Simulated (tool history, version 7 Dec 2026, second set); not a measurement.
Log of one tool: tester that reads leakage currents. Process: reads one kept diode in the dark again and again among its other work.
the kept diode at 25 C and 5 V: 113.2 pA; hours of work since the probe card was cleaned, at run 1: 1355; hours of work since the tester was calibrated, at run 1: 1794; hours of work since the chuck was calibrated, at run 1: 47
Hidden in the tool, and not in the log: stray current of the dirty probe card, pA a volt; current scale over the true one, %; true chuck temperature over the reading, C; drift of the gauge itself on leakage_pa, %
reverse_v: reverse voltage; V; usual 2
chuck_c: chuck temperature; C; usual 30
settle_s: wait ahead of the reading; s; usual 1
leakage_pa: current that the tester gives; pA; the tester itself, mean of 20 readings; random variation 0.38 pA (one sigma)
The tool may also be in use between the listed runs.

| run | hour | reverse_v | chuck_c | settle_s | hours of work since the probe card was cleaned | hours of work since the tester was calibrated | hours of work since the chuck was calibrated | leakage_pa |
|---|---|---|---|---|---|---|---|---|
| 1 | 0 | 2 | 30 | 1 | 1355 | 1794 | 47 | 127.26 |
| 2 | 57.5 | 2 | 30 | 1 | 1398 | 1837 | 90 | 126.88 |
| 3 | 118.4 | 1.82 | 30 | 1 | 1444 | 1883 | 136 | 122.77 |
| 4 | 164.3 | 14.18 | 30 | 1 | 1479 | 1918 | 171 | 247.25 |
| 5 | 203.2 | 14.18 | 30 | 1 | 1508 | 1948 | 201 | 247.3 |
| 6 | 270 | 14.18 | 30 | 1 | 1559 | 1998 | 251 | 247.6 |
| 7 | 318.4 | 14.18 | 30 | 1 | 1595 | 2035 | 288 | 247.26 |

The next listed run, before its measurement:
| 8 | 361.1 | 14.18 | 30 | 1 | 1628 | 2067 | 320 | ? |

Run 8 gave leakage_pa 245.58 pA.
Without the tool's hidden state the same run would have given leakage_pa 239.17 pA.
